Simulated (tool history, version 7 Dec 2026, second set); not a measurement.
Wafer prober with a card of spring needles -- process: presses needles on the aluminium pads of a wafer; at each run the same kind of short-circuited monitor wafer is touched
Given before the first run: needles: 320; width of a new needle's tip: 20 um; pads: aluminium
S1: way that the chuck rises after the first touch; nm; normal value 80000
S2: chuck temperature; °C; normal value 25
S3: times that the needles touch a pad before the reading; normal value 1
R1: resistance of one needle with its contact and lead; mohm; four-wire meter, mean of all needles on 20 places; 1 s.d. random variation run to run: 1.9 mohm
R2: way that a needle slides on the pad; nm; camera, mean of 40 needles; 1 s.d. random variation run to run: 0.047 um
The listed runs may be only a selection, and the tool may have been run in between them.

run	hour	S1	S2	S3	R1	R2
1	0	80000	25	1	204	9920
# hour 12.9: tips cleaned on abrasive film
2	14	80000	25	1	201	9950
3	22.5	80000	25	1	202	9950
4	32.7	80000	25	2	204	9880
# hour 42.5: tips cleaned on abrasive film
5	42.5	80000	25	2	201	9900
6	57.5	80000	25	1	200	9960
7	69.2	80000	25	1	202	9890
# hour 71.5: tips cleaned on abrasive film
8	81.8	80000	25	1	199	9930
9	96.1	76000	25	1	206	9320
# hour 101.2: tips cleaned on abrasive film
10	109.8	76000	25	1	201	9420
11	123.4	80000	41	1	209	9930
# hour 130.1: tips cleaned on abrasive film
12	131.9	80000	41	1	205	9910
13	147	80000	41	1	207	9940
14	154.9	80000	41	1	203	9900
# hour 159.5: tips cleaned on abrasive film
15	167.1	80000	41	1	204	9920
16	178.3	80000	25	2	202	10000
17	185.2	80000	25	2	202	9990
# hour 188.1: tips cleaned on abrasive film
18	197.2	80000	25	2	203	9940
19	204.1	80000	25	2	203	9940
20	216	91000	25	2	201	11290
# hour 217: tips cleaned on abrasive film
21	232	80000	82	1	220	9990
22	244.6	66000	82	1	220	8230
# hour 246.1: tips cleaned on abrasive film
23	254.4	66000	82	1	220	8210
24	267.3	68000	84	1	223	8430
# hour 275.9: tips cleaned on abrasive film
25	281.2	65000	71	2	212	8020
26	292	85000	51	1	206	10550
27	300.5	80000	25	2	200	9960
# hour 304.4: tips cleaned on abrasive film
# hour 304.7: height of the first contact set anew
28	312.6	80000	25	2	203	9950
29	321.9	67000	42	2	212	8250

Run 30 comes next. What will it give?
30	332	67000	42	2	?	?

R1: 209 mohm
R2: 8240 nm
On a tool with no hidden condition, and with the same random variation, this run would have come out at R1 209 mohm, R2 8240 nm.
